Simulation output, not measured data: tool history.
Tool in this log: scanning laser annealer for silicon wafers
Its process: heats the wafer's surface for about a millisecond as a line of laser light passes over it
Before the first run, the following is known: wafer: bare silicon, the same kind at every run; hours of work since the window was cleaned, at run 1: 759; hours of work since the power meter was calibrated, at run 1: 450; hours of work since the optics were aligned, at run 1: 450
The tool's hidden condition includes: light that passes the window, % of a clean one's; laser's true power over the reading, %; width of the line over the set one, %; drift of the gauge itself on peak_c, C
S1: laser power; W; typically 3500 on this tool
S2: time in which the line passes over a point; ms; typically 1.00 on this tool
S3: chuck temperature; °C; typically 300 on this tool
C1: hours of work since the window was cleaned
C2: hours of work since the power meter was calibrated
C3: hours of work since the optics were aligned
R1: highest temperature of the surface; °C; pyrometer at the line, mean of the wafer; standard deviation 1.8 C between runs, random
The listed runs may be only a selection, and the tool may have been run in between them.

Run 1, hour 0.0: usual settings; C1 759; C2 450; C3 450. Result: R1 995 °C.
Run 2, hour 41.1: usual settings; C1 787; C2 478; C3 478. Result: R1 995 °C.
Run 3, hour 132.3: usual settings; C1 850; C2 540; C3 540. Result: R1 991 °C.
At hour 181.2: window over the wafer cleaned.
Run 4, hour 188.3: usual settings; C1 5; C2 577; C3 577. Result: R1 1031 °C.
Run 5, hour 250.9: usual settings; C1 48; C2 620; C3 620. Result: R1 1027 °C.
Run 6, hour 299.0: usual settings but S1 3317 W; C1 81; C2 653; C3 653. Result: R1 989 °C.
Run 7, hour 336.8: usual settings but S1 3317 W; C1 106; C2 679; C3 679. Result: R1 986 °C.
Run 8, hour 376.3: usual settings but S1 3843 W; C1 133; C2 706; C3 706. Result: R1 1105 °C.
Run 9, hour 439.2: usual settings but S1 3843 W; C1 176; C2 749; C3 749. Result: R1 1100 °C.
Run 10, hour 485.5: usual settings but S1 3843 W; C1 208; C2 781; C3 781. Result: R1 1098 °C.
Run 11, hour 542.7: usual settings but S1 3117 W, S3 299 °C; C1 247; C2 820; C3 820. Result: R1 936 °C.
Run 12, hour 619.8: usual settings but S2 0.94 ms, S3 293 °C; C1 300; C2 872; C3 872. Result: R1 987 °C.
Run 13, hour 678.1: usual settings but S2 0.94 ms, S3 293 °C; C1 340; C2 912; C3 912. Result: R1 987 °C.
At hour 685.9: laser's power meter calibrated.
Run 14, hour 768.4: usual settings but S1 3104 W, S2 0.88 ms; C1 400; C2 56; C3 972. Result: R1 893 °C.
Run 15, hour 843.1: usual settings but S1 3642 W, S2 0.71 ms; C1 451; C2 107; C3 1023. Result: R1 928 °C.
Run 16, hour 892.8: usual settings but S1 3642 W, S2 0.71 ms; C1 485; C2 142; C3 1057. Result: R1 926 °C.
Run 17, hour 958.9: usual settings but S1 3642 W, S2 0.71 ms; C1 530; C2 187; C3 1102. Result: R1 927 °C.
Run 18, hour 1023.0: usual settings but S2 0.84 ms, S3 309 °C; C1 574; C2 231; C3 1146. Result: R1 957 °C.
Run 19, hour 1081.5: usual settings but S2 0.84 ms, S3 309 °C; C1 614; C2 271; C3 1186. Result: R1 956 °C.

Predict each of these 5 candidate next runs independently; none follows another, all start after run 19:
Run A, hour 1134.0: usual settings but S3 328 °C; C1 650; C2 307; C3 1222. Result: R1 ?.
Run B, hour 1134.0: usual settings but S1 3777 W, S2 0.84 ms, S3 321 °C; C1 650; C2 307; C3 1222. Result: R1 ?.
Run C, hour 1134.0: usual settings but S1 3764 W; C1 650; C2 307; C3 1222. Result: R1 ?.
Run D, hour 1134.0: usual settings but S2 0.84 ms, S3 301 °C; C1 650; C2 307; C3 1222. Result: R1 ?.
Run E, hour 1134.0: usual settings but S2 0.84 ms, S3 260 °C; C1 650; C2 307; C3 1222. Result: R1 ?.

run    R1
  A  1032
  B  1021
  C  1063
  D   947
  E   906
With no hidden state in the tool, these same runs would have given:
run    R1
  A  1061
  B  1051
  C  1095
  D   974
  E   933

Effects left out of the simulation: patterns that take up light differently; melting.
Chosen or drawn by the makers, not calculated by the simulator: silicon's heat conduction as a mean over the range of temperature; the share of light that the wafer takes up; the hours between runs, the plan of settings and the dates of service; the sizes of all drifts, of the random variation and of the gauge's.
